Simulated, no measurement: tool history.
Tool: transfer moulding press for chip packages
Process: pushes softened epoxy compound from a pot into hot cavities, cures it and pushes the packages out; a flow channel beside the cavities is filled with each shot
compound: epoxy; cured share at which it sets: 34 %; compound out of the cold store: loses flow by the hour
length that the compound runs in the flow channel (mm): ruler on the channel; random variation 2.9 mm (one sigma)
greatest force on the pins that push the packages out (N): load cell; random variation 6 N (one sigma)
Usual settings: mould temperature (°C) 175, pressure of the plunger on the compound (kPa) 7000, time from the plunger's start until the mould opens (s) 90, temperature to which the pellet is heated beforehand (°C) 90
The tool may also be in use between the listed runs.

run	hour	mould temperature (°C)	pressure of the plunger on the compound (kPa)	time from the plunger's start until the mould opens (s)	temperature to which the pellet is heated beforehand (°C)	incoming compound's hours out of the cold store	length that the compound runs in the flow channel (mm)	greatest force on the pins that push the packages out (N)
1	0	175	7000	90	90	25.4	753	228
# hour 36.4: cavities cleaned with cleaning compound and waxed
2	61	175	7000	90	90	32.6	712	453
# hour 72.1: cavities cleaned with cleaning compound and waxed
# hour 96.7: plunger's sealing rings changed
# hour 111.4: cavities cleaned with cleaning compound and waxed
# hour 146.1: cavities cleaned with cleaning compound and waxed
3	146.1	172	7000	90	90	8.9	885	285
# hour 186.4: cavities cleaned with cleaning compound and waxed
4	193.1	172	7000	90	90	29.5	761	321
# hour 226.3: cavities cleaned with cleaning compound and waxed
5	257.5	175	7000	90	90	22.4	774	402
# hour 264: cavities cleaned with cleaning compound and waxed
# hour 271.3: cavities cleaned with cleaning compound and waxed, once more
# hour 310.3: cavities cleaned with cleaning compound and waxed
6	313.9	175	7000	90	90	33.6	716	239
# hour 350.1: cavities cleaned with cleaning compound and waxed
7	373.7	175	7000	90	90	24.7	750	356
# hour 386: cavities cleaned with cleaning compound and waxed
# hour 420.8: cavities cleaned with cleaning compound and waxed
# hour 441: plunger's sealing rings changed
# hour 462.8: cavities cleaned with cleaning compound and waxed
8	463.4	175	7000	90	90	10	873	253
# hour 502.8: cavities cleaned with cleaning compound and waxed
# hour 518.5: mould's thermocouples calibrated
# hour 539.8: cavities cleaned with cleaning compound and waxed
9	552.4	175	8210	90	90	22.6	852	302
# hour 576.6: cavities cleaned with cleaning compound and waxed
# hour 614.2: cavities cleaned with cleaning compound and waxed
10	635	175	8210	90	90	10.5	913	364
# hour 653.6: cavities cleaned with cleaning compound and waxed
# hour 691.6: cavities cleaned with cleaning compound and waxed
11	705.4	175	8210	90	90	29.6	787	309
# hour 727.2: cavities cleaned with cleaning compound and waxed
# hour 766.6: cavities cleaned with cleaning compound and waxed
# hour 786: plunger's sealing rings changed
12	787.9	175	8210	90	90	13.3	922	366
# hour 807.5: cavities cleaned with cleaning compound and waxed
# hour 847.4: cavities cleaned with cleaning compound and waxed
13	873.1	181	6790	90	83	30.1	730	336
# hour 888: cavities cleaned with cleaning compound and waxed
# hour 923.3: cavities cleaned with cleaning compound and waxed
14	945.3	175	7000	90	91	24.5	766	358
# hour 959.8: cavities cleaned with cleaning compound and waxed
# hour 996.2: cavities cleaned with cleaning compound and waxed
15	1028.9	175	7000	90	91	35.1	705	379
# hour 1035.5: cavities cleaned with cleaning compound and waxed
# hour 1073.6: cavities cleaned with cleaning compound and waxed
16	1090	171	8730	73	86	11.7	924	675
# hour 1110.5: cavities cleaned with cleaning compound and waxed
# hour 1128.5: plunger's sealing rings changed
17	1142.5	175	5270	90	86	16.5	723	388
# hour 1148: cavities cleaned with cleaning compound and waxed
# hour 1183.3: cavities cleaned with cleaning compound and waxed
18	1204.6	173	5270	90	86	8	760	419
# hour 1220.9: cavities cleaned with cleaning compound and waxed
# hour 1228.7: mould's thermocouples calibrated
# hour 1261.6: cavities cleaned with cleaning compound and waxed
19	1277.5	171	5270	90	93	21.6	684	361
# hour 1296.7: cavities cleaned with cleaning compound and waxed
# hour 1331.9: cavities cleaned with cleaning compound and waxed
20	1353.9	171	5270	90	97	36.8	614	385
# hour 1370.8: cavities cleaned with cleaning compound and waxed
# hour 1406.3: cavities cleaned with cleaning compound and waxed
21	1406.3	171	5270	90	97	18.1	684	275
# hour 1446.2: cavities cleaned with cleaning compound and waxed
22	1452.5	171	5270	90	97	21.9	664	303
# hour 1477.4: plunger's sealing rings changed
# hour 1489.6: cavities cleaned with cleaning compound and waxed
23	1495	171	5270	90	97	45.5	601	306
# hour 1526.3: cavities cleaned with cleaning compound and waxed
# hour 1563: cavities cleaned with cleaning compound and waxed
24	1563	178	5270	83	97	18.7	692	225

Forecast each of these 3 alternatives for the next run:
# hour 1601: cavities cleaned with cleaning compound and waxed
A	1618.8	178	5270	83	83	45	?	?
# hour 1601: cavities cleaned with cleaning compound and waxed
B	1618.8	175	7000	90	85	20.7	?	?
# hour 1601: cavities cleaned with cleaning compound and waxed
C	1618.8	175	7000	87	96	26.2	?	?

run	length that the compound runs in the flow channel (mm)	greatest force on the pins that push the packages out (N)
A	581	326
B	788	338
C	762	339
Without the tool's hidden state the same runs would have given:
run	length that the compound runs in the flow channel (mm)	greatest force on the pins that push the packages out (N)
A	597	227
B	810	235
C	784	235
